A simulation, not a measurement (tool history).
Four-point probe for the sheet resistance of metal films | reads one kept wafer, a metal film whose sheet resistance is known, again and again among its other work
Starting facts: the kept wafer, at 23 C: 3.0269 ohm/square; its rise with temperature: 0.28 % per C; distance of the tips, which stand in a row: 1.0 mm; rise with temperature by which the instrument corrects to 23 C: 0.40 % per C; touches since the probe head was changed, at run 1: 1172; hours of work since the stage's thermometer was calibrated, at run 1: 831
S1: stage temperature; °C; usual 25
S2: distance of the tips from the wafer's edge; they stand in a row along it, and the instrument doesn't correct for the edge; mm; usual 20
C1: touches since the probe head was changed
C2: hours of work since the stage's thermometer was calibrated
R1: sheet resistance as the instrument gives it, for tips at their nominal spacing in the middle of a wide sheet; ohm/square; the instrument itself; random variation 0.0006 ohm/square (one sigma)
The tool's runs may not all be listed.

run 1 day=0 | S1=25 S2=20 | C1=1172 C2=831 | R1=3.012871
run 2 day=2.183 | S1=25 S2=20 | C1=2081 C2=856 | R1=3.012207
run 3 day=3.971 | S1=25 S2=13 | C1=2826 C2=876 | R1=3.018117
run 4 day=6.671 | S1=25 S2=13 | C1=3951 C2=907 | R1=3.01701
run 5 day=8.379 | S1=25 S2=33 | C1=4662 C2=926 | R1=3.0101
run 6 day=12.108 | S1=34 S2=20 | C1=6215 C2=968 | R1=2.980324
-- day=12.396 stage's thermometer calibrated
run 7 day=15.308 | S1=34 S2=20 | C1=7540 C2=33 | R1=2.980807
run 8 day=17.408 | S1=34 S2=20 | C1=8415 C2=57 | R1=2.98171
run 9 day=20.629 | S1=19 S2=58 | C1=9756 C2=94 | R1=3.031477
run 10 day=23.388 | S1=18 S2=5 | C1=10906 C2=125 | R1=3.097849
-- day=25.642 stage's thermometer calibrated, once more
run 11 day=26.279 | S1=27 S2=5 | C1=12101 C2=7 | R1=3.0609
run 12 day=28.562 | S1=27 S2=17 | C1=13051 C2=33 | R1=3.003912
run 13 day=30.792 | S1=18 S2=74 | C1=13980 C2=58 | R1=3.03171
run 14 day=33.429 | S1=23 S2=37 | C1=15078 C2=88 | R1=3.012859
run 15 day=36.025 | S1=35 S2=20 | C1=16160 C2=118 | R1=2.972768

3 options for the next run, each taken on its own from the tool as it stands now. Forecast them:
run A day=38.421 | S1=19 S2=11 | C1=17159 C2=145 | R1=?
run B day=38.421 | S1=19 S2=17 | C1=17159 C2=145 | R1=?
run C day=38.421 | S1=22 S2=20 | C1=17159 C2=145 | R1=?

run=A R1=3.040556
run=B R1=3.032645
run=C R1=3.01913
Take away the tool's hidden state, keep each run's random variation, and the runs would have read:
run=A R1=3.056111
run=B R1=3.048163
run=C R1=3.034581

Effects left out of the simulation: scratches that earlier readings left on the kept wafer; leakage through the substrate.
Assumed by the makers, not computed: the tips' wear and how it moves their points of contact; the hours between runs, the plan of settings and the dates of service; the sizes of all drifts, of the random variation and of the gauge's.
